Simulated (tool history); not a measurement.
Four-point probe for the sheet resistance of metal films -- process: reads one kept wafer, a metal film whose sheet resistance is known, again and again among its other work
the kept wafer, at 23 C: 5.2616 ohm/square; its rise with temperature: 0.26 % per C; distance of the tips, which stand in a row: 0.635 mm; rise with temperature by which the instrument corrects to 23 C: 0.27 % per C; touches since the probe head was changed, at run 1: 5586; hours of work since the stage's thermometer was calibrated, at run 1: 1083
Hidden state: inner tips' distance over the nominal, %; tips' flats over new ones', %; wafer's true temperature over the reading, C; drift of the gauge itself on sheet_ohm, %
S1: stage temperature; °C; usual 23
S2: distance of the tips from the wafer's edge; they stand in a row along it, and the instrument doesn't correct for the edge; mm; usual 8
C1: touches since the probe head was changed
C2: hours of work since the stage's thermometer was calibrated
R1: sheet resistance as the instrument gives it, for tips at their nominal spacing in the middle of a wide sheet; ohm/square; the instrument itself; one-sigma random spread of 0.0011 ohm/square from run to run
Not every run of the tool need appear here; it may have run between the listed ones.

run,hour,S1,S2,C1,C2,R1
1,0,23,8,5586,1083,5.280848
2,25,30,8,6114,1102,5.279629
3,48.9,30,8,6620,1120,5.277881
4,62.8,23,8,6914,1130,5.280937
5,76.5,20,8,7202,1140,5.281647
6,90.5,20,8,7499,1151,5.281395
7,102,20,8,7741,1159,5.279816
8,113.8,20,8,7991,1168,5.280732
9,136.1,20,8,8463,1185,5.279175
10,152,24,8,8798,1197,5.279374
11,168.3,24,8,9143,1209,5.278054
12,180.2,24,8,9395,1218,5.27999
13,202,24,8,9856,1235,5.280977
14,218.8,24,8,10211,1247,5.28049
15,229,24,8,10428,1255,5.278978
16,246.6,24,8,10800,1268,5.277994
17,260.9,24,71,11102,1279,5.263712
18,275.8,23,8,11417,1290,5.281002
19,294,23,26,11802,1304,5.263077
20,318,23,26,12308,1322,5.26433
21,336.7,32,8,12705,1336,5.275643
22,349,19,8,12965,1345,5.280654
23,373.9,19,8,13491,1364,5.282075
24,389.6,19,8,13822,1376,5.280333
25,406.7,20,11,14185,1389,5.272379
# hour 411.6: stage's thermometer calibrated
26,430.8,27,41,14684,14,5.257152
27,442.9,27,41,14940,24,5.257492
28,466.5,27,41,15438,41,5.258357
29,478.8,19,8,15698,50,5.277519
30,492.9,28,15,15995,61,5.262406
31,506.6,28,15,16287,71,5.261143
32,529,27,9,16760,88,5.270121
33,552.9,27,9,17265,106,5.271622
34,570.7,27,9,17642,120,5.270896
35,581.1,24,11,17861,127,5.26702
36,591.5,21,34,18081,135,5.258724
37,607.1,32,4,18410,147,5.326149
38,627.1,23,3,18834,162,5.380096
39,642.3,25,54,19155,173,5.256246
40,658.5,23,3,19497,186,5.383183
41,679,23,7,19932,201,5.281927
42,694.8,23,7,20266,213,5.280299
43,707,21,9,20523,222,5.269859

Branching from run 43: 5 alternative next runs. What would each branch give?
A,719.1,33,51,20779,231,?
B,719.1,20,8,20779,231,?
C,719.1,23,10,20779,231,?
D,719.1,21,10,20779,231,?
E,719.1,24,8,20779,231,?

run,R1
A,5.251707
B,5.275216
C,5.270064
D,5.269631
E,5.273969
Take away the tool's hidden state, keep each run's random variation, and the runs would have read:
run,R1
A,5.25642
B,5.279938
C,5.274784
D,5.274349
E,5.278693

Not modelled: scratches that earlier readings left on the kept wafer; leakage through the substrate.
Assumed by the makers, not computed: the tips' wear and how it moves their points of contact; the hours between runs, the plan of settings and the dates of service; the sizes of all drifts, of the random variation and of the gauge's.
